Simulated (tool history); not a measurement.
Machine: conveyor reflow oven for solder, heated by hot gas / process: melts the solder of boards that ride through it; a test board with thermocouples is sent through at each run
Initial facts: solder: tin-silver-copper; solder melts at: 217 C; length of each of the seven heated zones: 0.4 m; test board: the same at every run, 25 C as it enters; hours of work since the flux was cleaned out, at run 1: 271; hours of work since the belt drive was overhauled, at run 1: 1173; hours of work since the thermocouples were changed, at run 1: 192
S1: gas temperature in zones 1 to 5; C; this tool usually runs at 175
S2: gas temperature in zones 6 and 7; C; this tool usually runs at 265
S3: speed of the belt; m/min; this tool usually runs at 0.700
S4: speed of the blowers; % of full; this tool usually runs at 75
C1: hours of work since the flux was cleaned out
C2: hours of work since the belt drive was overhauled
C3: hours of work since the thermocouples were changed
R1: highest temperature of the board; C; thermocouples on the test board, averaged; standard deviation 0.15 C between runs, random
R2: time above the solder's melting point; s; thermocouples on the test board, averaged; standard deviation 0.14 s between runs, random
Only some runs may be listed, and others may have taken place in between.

run   hour   S1   S2     S3  S4   C1    C2   C3     R1    R2
  1    0.0  175  265  0.700  75  271  1173  192  245.1  45.4
  2   71.5  175  265  0.700  75  307  1209  228  245.4  45.1
  3  163.7  175  265  0.700  75  354  1256  274  245.4  45.3
  4  209.9  175  265  0.700  85  377  1279  298  247.0  47.0
     221.0  -- flux residue cleaned out of gas plates and filters
  5  278.4  175  265  0.700  75   29  1311  330  245.3  45.3
  6  321.5  175  265  0.700  75   51  1333  352  245.5  45.6
  7  396.5  175  265  0.700  75   89  1371  390  245.3  45.5
  8  458.4  175  265  0.700  75  120  1403  421  245.0  45.4
  9  530.5  175  268  0.700  55  157  1439  458  243.6  42.7
     566.9  -- belt drive overhauled, speed set with a stopwatch
 10  599.3  175  265  0.592  89  190    16  490  252.5  61.9
 11  658.7  175  265  0.592  89  220    46  520  252.2  61.6
 12  749.2  188  259  0.782  64  265    92  566  237.8  36.9
 13  836.6  189  265  0.700  59  310   137  611  245.4  50.0
 14  893.1  168  265  0.701  75  338   165  639  243.7  41.6
 15  959.2  161  259  0.753  87  372   199  673  236.6  30.7

Below are 3 alternative next runs, each starting from the tool's condition after run 15. Predict each:
      988.2  -- flux residue cleaned out of gas plates and filters
  A  1025.1  164  259  0.753  87  19  229  703   ?   ?
      988.2  -- flux residue cleaned out of gas plates and filters
  B  1025.1  169  259  0.753  87  19  229  703   ?   ?
      988.2  -- flux residue cleaned out of gas plates and filters
  C  1025.1  180  265  0.700  75  19  229  703   ?   ?

run     R1    R2
  A  237.3  32.0
  B  238.5  34.5
  C  246.6  48.0
What these runs would have given with no unlogged condition in the tool:
run     R1    R2
  A  237.4  32.0
  B  238.6  34.6
  C  246.6  48.0

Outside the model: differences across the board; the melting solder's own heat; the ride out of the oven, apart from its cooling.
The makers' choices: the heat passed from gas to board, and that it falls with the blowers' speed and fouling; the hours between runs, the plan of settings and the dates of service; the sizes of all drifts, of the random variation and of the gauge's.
